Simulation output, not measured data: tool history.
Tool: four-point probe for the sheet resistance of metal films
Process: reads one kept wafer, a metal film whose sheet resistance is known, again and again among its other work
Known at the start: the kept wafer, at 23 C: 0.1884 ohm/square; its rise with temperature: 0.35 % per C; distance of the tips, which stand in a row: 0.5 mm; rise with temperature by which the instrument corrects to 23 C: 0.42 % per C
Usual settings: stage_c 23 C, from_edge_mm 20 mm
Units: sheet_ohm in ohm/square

| run | hour | stage_c | from_edge_mm | sheet_ohm |
|---|---|---|---|---|
| 1 | 0.0 | 23 | 20 | 0.191093 |
| 2 | 15.8 | 23 | 20 | 0.191118 |
| 3 | 33.8 | 23 | 20 | 0.191058 |
| 4 | 51.9 | 23 | 20 | 0.191206 |
| 5 | 63.2 | 23 | 20 | 0.191079 |
| 6 | 71.8 | 23 | 20 | 0.191202 |
| 7 | 86.3 | 23 | 20 | 0.191243 |
| 8 | 102.9 | 23 | 20 | 0.191236 |
| 9 | 116.7 | 21 | 20 | 0.191498 |
| 10 | 135.1 | 21 | 38 | 0.191543 |
| 11 | 148.5 | 21 | 38 | 0.191601 |
| 12 | 161.4 | 23 | 20 | 0.191331 |
| 13 | 170.5 | 23 | 20 | 0.191395 |
| 14 | 183.2 | 23 | 20 | 0.191392 |
| 15 | 201.8 | 23 | 20 | 0.191397 |
| 16 | 213.3 | 26 | 20 | 0.190907 |
| 17 | 223.7 | 23 | 17 | 0.191418 |
| 18 | 243.1 | 23 | 17 | 0.191485 |
| 19 | 260.6 | 23 | 17 | 0.191503 |
| 20 | 277.3 | 23 | 17 | 0.191592 |
| 21 | 289.0 | 26 | 20 | 0.191194 |
| 22 | 308.3 | 26 | 20 | 0.191156 |
| 23 | 319.5 | 26 | 20 | 0.191263 |
| 24 | 336.9 | 26 | 20 | 0.191281 |
| 25 | 346.1 | 29 | 7 | 0.191327 |
|  | 350.2 | new probe head fitted |
| 26 | 356.4 | 29 | 7 | 0.188341 |
| 27 | 370.2 | 30 | 66 | 0.187684 |
| 28 | 384.3 | 30 | 66 | 0.187707 |
| 29 | 399.5 | 22 | 64 | 0.188798 |
| 30 | 415.8 | 22 | 64 | 0.188868 |
| 31 | 433.2 | 18 | 4 | 0.191050 |
| 32 | 441.9 | 18 | 31 | 0.189522 |
| 33 | 452.7 | 25 | 31 | 0.188527 |
| 34 | 462.9 | 24 | 31 | 0.188683 |
| 35 | 471.7 | 29 | 52 | 0.188025 |
| 36 | 482.0 | 26 | 3 | 0.191225 |
| 37 | 490.3 | 23 | 30 | 0.188892 |
| 38 | 498.8 | 34 | 5 | 0.188439 |
| 39 | 512.8 | 34 | 5 | 0.188430 |
| 40 | 527.8 | 32 | 13 | 0.187819 |
| 41 | 544.2 | 29 | 10 | 0.188338 |
| 42 | 553.8 | 28 | 26 | 0.188364 |
| 43 | 567.2 | 28 | 26 | 0.188329 |
| 44 | 584.9 | 21 | 9 | 0.189570 |
| 45 | 594.0 | 33 | 22 | 0.187754 |

Forecast each of these 3 alternatives for the next run:
| A | 611.7 | 19 | 22 | ? |
| B | 611.7 | 24 | 4 | ? |
| C | 611.7 | 31 | 51 | ? |

| run | sheet_ohm |
|---|---|
| A | 0.189665 |
| B | 0.190419 |
| C | 0.187964 |
Without the tool's hidden state the same runs would have given:
| run | sheet_ohm |
|---|---|
| A | 0.189029 |
| B | 0.189783 |
| C | 0.187339 |
